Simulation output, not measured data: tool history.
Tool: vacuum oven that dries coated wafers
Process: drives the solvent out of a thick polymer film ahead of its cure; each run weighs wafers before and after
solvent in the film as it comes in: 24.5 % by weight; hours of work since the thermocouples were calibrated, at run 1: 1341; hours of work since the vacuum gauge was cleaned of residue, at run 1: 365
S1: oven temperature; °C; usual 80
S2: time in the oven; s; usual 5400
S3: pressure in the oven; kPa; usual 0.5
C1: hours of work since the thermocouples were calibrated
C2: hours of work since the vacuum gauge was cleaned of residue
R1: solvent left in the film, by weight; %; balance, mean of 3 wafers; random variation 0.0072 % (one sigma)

run   hour  S1    S2     S3    C1   C2     R1
  1      0  80  5400    0.5  1341  365  1.851
  2   12.2  80  5400    1.5  1350  374  2.267
  3   22.2  80  5400    1.5  1358  382  2.262
  4   33.1  80  5400    1.5  1366  390   2.26
  5   45.3  69  5400    0.5  1375  399  4.488
  6   52.4  69  5400    0.5  1380  404  4.509
  7   63.2  91  5400    0.5  1388  412  0.558
  8   73.9  91  5400    0.5  1396  420  0.569
  9   89.2  91  5400    0.5  1407  432  0.567
 10  101.1  91  5400    0.5  1416  441   0.57
 11  114.9  80  5400  0.562  1427  451  1.877
 12    126  80  5160    0.5  1435  459   2.05
 13  138.4  80  5160    0.5  1444  468  2.042
 14  149.2  80  5160    0.5  1452  476  2.025
 15  157.3  80  5160    0.5  1458  482  2.031
 16  166.7  80  5160    0.5  1465  489  2.051
 17  176.6  80  5400   0.36  1472  497  1.807
 18  187.8  80  5400   0.36  1481  505   1.78
       191  -- oven's thermocouples calibrated
 19  199.7  80  5400   0.36     7  512  1.656
 20  207.8  82  5400    0.5    13  518   1.39
 21  220.2  82  5400    0.5    22  528  1.407
 22  233.5  80  5400    0.5    32  538  1.701
 23    247  80  5400    0.5    42  548  1.699

Forecast run 24:
     259.3  -- oven's thermocouples calibrated, once more
 24  259.3  80  5400  0.5   0  555   ?

Run 24 gave R1 2.138 %.
Without the tool's hidden state the same run would have given R1 2.103 %.
